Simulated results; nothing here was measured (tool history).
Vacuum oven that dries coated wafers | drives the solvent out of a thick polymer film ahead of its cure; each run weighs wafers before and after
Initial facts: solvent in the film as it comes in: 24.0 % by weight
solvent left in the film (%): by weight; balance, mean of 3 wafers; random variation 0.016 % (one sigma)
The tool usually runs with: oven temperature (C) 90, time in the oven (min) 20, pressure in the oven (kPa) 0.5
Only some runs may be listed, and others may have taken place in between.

run 1 hour=0 | oven_temperature_(C)=90 time_in_the_oven_(min)=20 pressure_in_the_oven_(kPa)=0.5 | solvent_left_in_the_film_(%)=2.37
run 2 hour=14 | oven_temperature_(C)=90 time_in_the_oven_(min)=20 pressure_in_the_oven_(kPa)=0.5 | solvent_left_in_the_film_(%)=2.41
run 3 hour=29.6 | oven_temperature_(C)=90 time_in_the_oven_(min)=15 pressure_in_the_oven_(kPa)=0.5 | solvent_left_in_the_film_(%)=3.96
run 4 hour=49.4 | oven_temperature_(C)=90 time_in_the_oven_(min)=20 pressure_in_the_oven_(kPa)=0.315 | solvent_left_in_the_film_(%)=2.32
run 5 hour=70.2 | oven_temperature_(C)=90 time_in_the_oven_(min)=20 pressure_in_the_oven_(kPa)=0.315 | solvent_left_in_the_film_(%)=2.31
run 6 hour=83.1 | oven_temperature_(C)=90 time_in_the_oven_(min)=20 pressure_in_the_oven_(kPa)=0.5 | solvent_left_in_the_film_(%)=2.38
run 7 hour=96.7 | oven_temperature_(C)=90 time_in_the_oven_(min)=20 pressure_in_the_oven_(kPa)=0.5 | solvent_left_in_the_film_(%)=2.35
run 8 hour=110 | oven_temperature_(C)=90 time_in_the_oven_(min)=20 pressure_in_the_oven_(kPa)=0.5 | solvent_left_in_the_film_(%)=2.36
run 9 hour=130.9 | oven_temperature_(C)=90 time_in_the_oven_(min)=20 pressure_in_the_oven_(kPa)=0.5 | solvent_left_in_the_film_(%)=2.36
run 10 hour=143.9 | oven_temperature_(C)=90 time_in_the_oven_(min)=20 pressure_in_the_oven_(kPa)=0.5 | solvent_left_in_the_film_(%)=2.37
run 11 hour=164.8 | oven_temperature_(C)=90 time_in_the_oven_(min)=20 pressure_in_the_oven_(kPa)=0.5 | solvent_left_in_the_film_(%)=2.35
run 12 hour=184.1 | oven_temperature_(C)=90 time_in_the_oven_(min)=20 pressure_in_the_oven_(kPa)=0.5 | solvent_left_in_the_film_(%)=2.38
run 13 hour=202.4 | oven_temperature_(C)=90 time_in_the_oven_(min)=20 pressure_in_the_oven_(kPa)=0.5 | solvent_left_in_the_film_(%)=2.36
run 14 hour=223.9 | oven_temperature_(C)=90 time_in_the_oven_(min)=16 pressure_in_the_oven_(kPa)=0.5 | solvent_left_in_the_film_(%)=3.54
run 15 hour=238 | oven_temperature_(C)=99 time_in_the_oven_(min)=20 pressure_in_the_oven_(kPa)=0.5 | solvent_left_in_the_film_(%)=0.74
run 16 hour=253 | oven_temperature_(C)=99 time_in_the_oven_(min)=20 pressure_in_the_oven_(kPa)=0.5 | solvent_left_in_the_film_(%)=0.72
run 17 hour=263 | oven_temperature_(C)=99 time_in_the_oven_(min)=20 pressure_in_the_oven_(kPa)=1.369 | solvent_left_in_the_film_(%)=0.94
run 18 hour=272.5 | oven_temperature_(C)=81 time_in_the_oven_(min)=20 pressure_in_the_oven_(kPa)=0.5 | solvent_left_in_the_film_(%)=5.28
run 19 hour=294.4 | oven_temperature_(C)=90 time_in_the_oven_(min)=20 pressure_in_the_oven_(kPa)=0.5 | solvent_left_in_the_film_(%)=2.32
run 20 hour=314.6 | oven_temperature_(C)=90 time_in_the_oven_(min)=20 pressure_in_the_oven_(kPa)=0.5 | solvent_left_in_the_film_(%)=2.35
run 21 hour=328.4 | oven_temperature_(C)=90 time_in_the_oven_(min)=20 pressure_in_the_oven_(kPa)=0.5 | solvent_left_in_the_film_(%)=2.35
run 22 hour=344.4 | oven_temperature_(C)=80 time_in_the_oven_(min)=20 pressure_in_the_oven_(kPa)=0.5 | solvent_left_in_the_film_(%)=5.67
run 23 hour=362 | oven_temperature_(C)=80 time_in_the_oven_(min)=20 pressure_in_the_oven_(kPa)=0.5 | solvent_left_in_the_film_(%)=5.66
run 24 hour=373.2 | oven_temperature_(C)=100 time_in_the_oven_(min)=16 pressure_in_the_oven_(kPa)=0.773 | solvent_left_in_the_film_(%)=1.17
run 25 hour=391.8 | oven_temperature_(C)=96 time_in_the_oven_(min)=30 pressure_in_the_oven_(kPa)=0.801 | solvent_left_in_the_film_(%)=0.45
run 26 hour=408.6 | oven_temperature_(C)=102 time_in_the_oven_(min)=14 pressure_in_the_oven_(kPa)=0.5 | solvent_left_in_the_film_(%)=1.24
run 27 hour=419.9 | oven_temperature_(C)=93 time_in_the_oven_(min)=16 pressure_in_the_oven_(kPa)=0.307 | solvent_left_in_the_film_(%)=2.59
run 28 hour=435.1 | oven_temperature_(C)=93 time_in_the_oven_(min)=16 pressure_in_the_oven_(kPa)=0.307 | solvent_left_in_the_film_(%)=2.54
run 29 hour=451.3 | oven_temperature_(C)=77 time_in_the_oven_(min)=23 pressure_in_the_oven_(kPa)=0.5 | solvent_left_in_the_film_(%)=5.95
run 30 hour=467.7 | oven_temperature_(C)=89 time_in_the_oven_(min)=12 pressure_in_the_oven_(kPa)=0.5 | solvent_left_in_the_film_(%)=5.73
run 31 hour=478.6 | oven_temperature_(C)=89 time_in_the_oven_(min)=11 pressure_in_the_oven_(kPa)=0.5 | solvent_left_in_the_film_(%)=6.32
-- hour=482.2 oven's thermocouples calibrated
run 32 hour=493.7 | oven_temperature_(C)=89 time_in_the_oven_(min)=11 pressure_in_the_oven_(kPa)=0.5 | solvent_left_in_the_film_(%)=6.28
run 33 hour=511.1 | oven_temperature_(C)=104 time_in_the_oven_(min)=12 pressure_in_the_oven_(kPa)=0.537 | solvent_left_in_the_film_(%)=1.38
-- hour=518.8 oven's thermocouples calibrated, once more
run 34 hour=529.5 | oven_temperature_(C)=86 time_in_the_oven_(min)=18 pressure_in_the_oven_(kPa)=0.644 | solvent_left_in_the_film_(%)=4.21
run 35 hour=539.6 | oven_temperature_(C)=82 time_in_the_oven_(min)=32 pressure_in_the_oven_(kPa)=0.755 | solvent_left_in_the_film_(%)=2.39
run 36 hour=552 | oven_temperature_(C)=82 time_in_the_oven_(min)=32 pressure_in_the_oven_(kPa)=0.46 | solvent_left_in_the_film_(%)=2.25

Expected results for the next run?
run 37 hour=563.9 | oven_temperature_(C)=82 time_in_the_oven_(min)=32 pressure_in_the_oven_(kPa)=0.46 | solvent_left_in_the_film_(%)=?

{"run 37": {"solvent left in the film (%)": 2.24}}
If the tool had no hidden condition, the same run with the same run-to-run variation would have returned solvent left in the film (%) 2.25.
